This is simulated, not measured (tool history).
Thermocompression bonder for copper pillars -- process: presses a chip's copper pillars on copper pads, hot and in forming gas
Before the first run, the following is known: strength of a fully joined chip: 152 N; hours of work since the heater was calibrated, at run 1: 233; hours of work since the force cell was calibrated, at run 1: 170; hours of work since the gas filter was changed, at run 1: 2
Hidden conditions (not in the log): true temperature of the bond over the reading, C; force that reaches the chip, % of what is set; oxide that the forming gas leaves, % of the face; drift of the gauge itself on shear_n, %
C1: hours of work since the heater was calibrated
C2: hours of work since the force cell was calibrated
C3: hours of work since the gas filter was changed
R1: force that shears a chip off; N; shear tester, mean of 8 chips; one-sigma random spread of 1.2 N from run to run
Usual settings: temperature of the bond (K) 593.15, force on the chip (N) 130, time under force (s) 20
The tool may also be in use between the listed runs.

Run 1, day 0.000: usual settings; C1 233; C2 170; C3 2. Result: R1 105.7 N.
Run 2, day 0.812: usual settings; C1 242; C2 179; C3 11. Result: R1 103.8 N.
Run 3, day 1.379: usual settings but force on the chip (N) 124; C1 248; C2 185; C3 17. Result: R1 104.3 N.
Run 4, day 2.004: usual settings but force on the chip (N) 173; C1 255; C2 192; C3 23. Result: R1 116.6 N.
Run 5, day 2.408: usual settings but force on the chip (N) 173; C1 259; C2 196; C3 28. Result: R1 115.5 N.
Run 6, day 2.800: usual settings but force on the chip (N) 173; C1 264; C2 200; C3 32. Result: R1 119.5 N.
Run 7, day 3.258: usual settings but force on the chip (N) 173; C1 269; C2 205; C3 37. Result: R1 118.8 N.
Run 8, day 3.629: usual settings but force on the chip (N) 173; C1 273; C2 209; C3 41. Result: R1 119.3 N.
Run 9, day 4.088: usual settings but temperature of the bond (K) 594.15, force on the chip (N) 94, time under force (s) 58; C1 278; C2 214; C3 46. Result: R1 118.9 N.
Run 10, day 4.896: usual settings but temperature of the bond (K) 594.15, force on the chip (N) 94, time under force (s) 58; C1 286; C2 223; C3 55. Result: R1 119.0 N.
Run 11, day 5.500: usual settings but temperature of the bond (K) 594.15, force on the chip (N) 94, time under force (s) 58; C1 293; C2 229; C3 61. Result: R1 118.2 N.
Run 12, day 6.104: usual settings but force on the chip (N) 133, time under force (s) 25; C1 299; C2 236; C3 68. Result: R1 112.6 N.
Run 13, day 6.604: usual settings but force on the chip (N) 176, time under force (s) 59; C1 305; C2 241; C3 73. Result: R1 139.4 N.
Run 14, day 7.296: usual settings but temperature of the bond (K) 601.15, force on the chip (N) 145, time under force (s) 48; C1 312; C2 249; C3 81. Result: R1 134.2 N.
Run 15, day 7.821: usual settings but temperature of the bond (K) 621.15, force on the chip (N) 87, time under force (s) 12; C1 318; C2 255; C3 87. Result: R1 94.1 N.
Run 16, day 8.654: usual settings but temperature of the bond (K) 613.15, force on the chip (N) 84, time under force (s) 28; C1 327; C2 264; C3 96. Result: R1 111.6 N.

Alternative continuations, all from the tool just after run 16; predict every row:
Run A, day 9.133: usual settings but time under force (s) 11; C1 332; C2 269; C3 101. Result: R1 ?.
Run B, day 9.133: usual settings but temperature of the bond (K) 610.15, force on the chip (N) 84, time under force (s) 56; C1 332; C2 269; C3 101. Result: R1 ?.
Run C, day 9.133: usual settings but temperature of the bond (K) 571.15, force on the chip (N) 184, time under force (s) 21; C1 332; C2 269; C3 101. Result: R1 ?.
Run D, day 9.133: usual settings but temperature of the bond (K) 574.15, force on the chip (N) 122, time under force (s) 24; C1 332; C2 269; C3 101. Result: R1 ?.

run     R1
  A   86.7
  B  126.8
  C  102.1
  D   88.2
With no hidden state in the tool, these same runs would have given:
run     R1
  A   88.8
  B  129.7
  C  104.6
  D   90.3

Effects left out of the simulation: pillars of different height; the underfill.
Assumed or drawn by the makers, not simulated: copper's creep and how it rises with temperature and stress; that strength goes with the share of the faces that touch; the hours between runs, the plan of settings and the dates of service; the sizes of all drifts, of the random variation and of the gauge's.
